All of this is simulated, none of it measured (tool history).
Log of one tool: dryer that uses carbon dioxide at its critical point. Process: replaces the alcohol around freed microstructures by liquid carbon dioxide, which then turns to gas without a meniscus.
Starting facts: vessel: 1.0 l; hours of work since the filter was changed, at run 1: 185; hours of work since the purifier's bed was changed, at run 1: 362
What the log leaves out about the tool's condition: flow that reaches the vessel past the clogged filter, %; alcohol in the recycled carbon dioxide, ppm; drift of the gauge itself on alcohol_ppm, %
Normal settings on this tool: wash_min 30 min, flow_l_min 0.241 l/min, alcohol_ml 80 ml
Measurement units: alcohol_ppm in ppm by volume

run   hour  wash_min  flow_l_min  alcohol_ml  hours of work since the filter was changed  hours of work since the purifier's bed was changed  alcohol_ppm
  1    0.0        30       0.241          80                                         185                                                 362          275
  2   25.4        30       0.165          80                                         196                                                 373         1592
  3   39.8        30       0.165          80                                         202                                                 380         1570
  4   59.6        30       0.165          80                                         211                                                 388         1612
  5   83.1        30       0.241          43                                         222                                                 399          186
  6  105.0        30       0.241          43                                         231                                                 408          194
  7  116.8        30       0.241          43                                         237                                                 414          199
  8  140.6        30       0.241          43                                         247                                                 424          202
  9  155.7        30       0.241          43                                         254                                                 431          207
     171.8  -- inlet filter changed
 10  177.6        30       0.262          80                                           3                                                 440          171
 11  193.7        30       0.241         111                                          10                                                 447          291
 12  205.6        30       0.241         111                                          15                                                 453          292
 13  223.5        30       0.241          80                                          23                                                 460          239
 14  246.2        30       0.241          80                                          33                                                 470          247
 15  263.8        30       0.364          80                                          41                                                 478          105
 16  288.3        30       0.222          80                                          52                                                 489          369
 17  310.7        30       0.222          80                                          61                                                 499          371
 18  335.3        30       0.241          80                                          72                                                 510          268
 19  358.9        25       0.153          26                                          83                                                 520         1281
 20  375.6        23       0.241          80                                          90                                                 528          829
 21  387.4        23       0.241          80                                          95                                                 533          822
 22  398.0        41       0.209          87                                         100                                                 538          179
 23  415.5        44       0.170         104                                         108                                                 545          330
 24  426.1        44       0.266         104                                         113                                                 550          116
 25  448.0        21       0.279          40                                         122                                                 560          389
 26  463.8        21       0.279          40                                         129                                                 567          387
 27  482.2        21       0.279          40                                         137                                                 575          404
 28  499.0        21       0.279          40                                         145                                                 582          409
 29  514.1        45       0.297          40                                         151                                                 589          122
 30  528.1        19       0.157          35                                         158                                                 595         3182
 31  548.5        19       0.157          35                                         167                                                 604         3274
 32  565.9        20       0.157          35                                         174                                                 612         2920
 33  585.0        18       0.405          80                                         183                                                 620          267
 34  602.7        18       0.405          80                                         191                                                 628          283
 35  617.0        36       0.151          32                                         197                                                 634          537

Predict each of these 4 candidate next runs independently; none follows another, all start after run 35:
  A  629.2        30       0.247          88                                         202                                                 640            ?
  B  629.2        36       0.222          32                                         202                                                 640            ?
  C  629.2        36       0.250          32                                         202                                                 640            ?
  D  629.2        43       0.240          50                                         202                                                 640            ?

run  alcohol_ppm
  A          324
  B          168
  C          155
  D          137
Without the tool's unlogged condition, the same runs would have read:
run  alcohol_ppm
  A          139
  B           35
  C           25
  D           10

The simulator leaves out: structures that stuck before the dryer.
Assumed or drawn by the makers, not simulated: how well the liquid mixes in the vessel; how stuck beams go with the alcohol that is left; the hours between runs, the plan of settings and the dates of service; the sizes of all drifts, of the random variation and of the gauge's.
